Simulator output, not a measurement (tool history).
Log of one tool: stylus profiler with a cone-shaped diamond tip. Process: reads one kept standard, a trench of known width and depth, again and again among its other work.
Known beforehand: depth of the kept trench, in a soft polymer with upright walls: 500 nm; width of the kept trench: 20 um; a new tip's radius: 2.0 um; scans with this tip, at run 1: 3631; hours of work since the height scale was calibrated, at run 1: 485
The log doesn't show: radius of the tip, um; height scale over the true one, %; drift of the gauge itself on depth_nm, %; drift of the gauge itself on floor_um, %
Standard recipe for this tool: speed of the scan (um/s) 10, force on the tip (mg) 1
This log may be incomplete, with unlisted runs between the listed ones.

run   hour  speed of the scan (um/s)  force on the tip (mg)  scans with this tip  hours of work since the height scale was calibrated  depth of the trench (nm)  width of the trench's floor (nm)
  1      0                        10                      1                 3631                                                  485                    502.86                             17070
  2   57.4                        15                      1                 3851                                                  514                     502.8                             17010
  3   86.7                        15                      1                 3964                                                  529                    502.76                             17020
  4  132.1                        10                      1                 4138                                                  553                    502.63                             17010
  5  166.8                        12                      1                 4271                                                  570                    502.73                             17040
  6  218.1                        10                      1                 4468                                                  597                    502.84                             17040
  7  257.6                        10                      1                 4619                                                  617                    502.67                             16990
  8  311.8                        10                      1                 4827                                                  645                     502.5                             16960
  9  351.9                        10                    1.6                 4981                                                  665                    503.83                             17010
 10  398.4                         4                    1.6                 5159                                                  689                    503.95                             17050
 11  432.2                         4                    1.6                 5289                                                  706                    503.92                             17040
 12  462.2                        10                      1                 5404                                                  722                    502.37                             16980
 13  514.8                         4                   2.78                 5605                                                  749                    506.43                             17060
 14  554.2                        10                   1.08                 5757                                                  769                    502.43                             16970
 15  590.8                        10                   1.08                 5897                                                  788                    502.35                             16960
 16  619.2                         7                   2.06                 6006                                                  802                     504.8                             17010
 17  666.3                        27                   0.34                 6187                                                  826                    499.88                             16740
 18  720.5                        40                   2.66                 6394                                                  854                    506.21                             16840
 19  755.6                        33                   1.45                 6529                                                  872                    503.29                             16830
 20  818.8                        16                      1                 6771                                                  904                    502.25                             16890
 21  855.8                         8                    0.8                 6913                                                  923                    501.38                             16940
     888.8  -- height scale calibrated on a step standard
 22  901.2                         8                    0.8                 7085                                                    6                    504.16                             16980
 23  948.2                         9                   1.18                 7266                                                   30                    504.99                             16950

Predict each of these 4 candidate next runs independently; none follows another, all start after run 23:
  A  991.4                         4                      1                 7432                                                   53                         ?                                 ?
  B  991.4                         8                   1.01                 7432                                                   53                         ?                                 ?
  C  991.4                         4                   0.85                 7432                                                   53                         ?                                 ?
  D  991.4                        10                   0.52                 7432                                                   53                         ?                                 ?

run  depth of the trench (nm)  width of the trench's floor (nm)
  A                    504.67                             16980
  B                    504.58                             16940
  C                    504.03                             16950
  D                    503.01                             16910
With no hidden state in the tool, these same runs would have given:
run  depth of the trench (nm)  width of the trench's floor (nm)
  A                    504.46                             17370
  B                    504.37                             17330
  C                    503.83                             17340
  D                    502.81                             17300
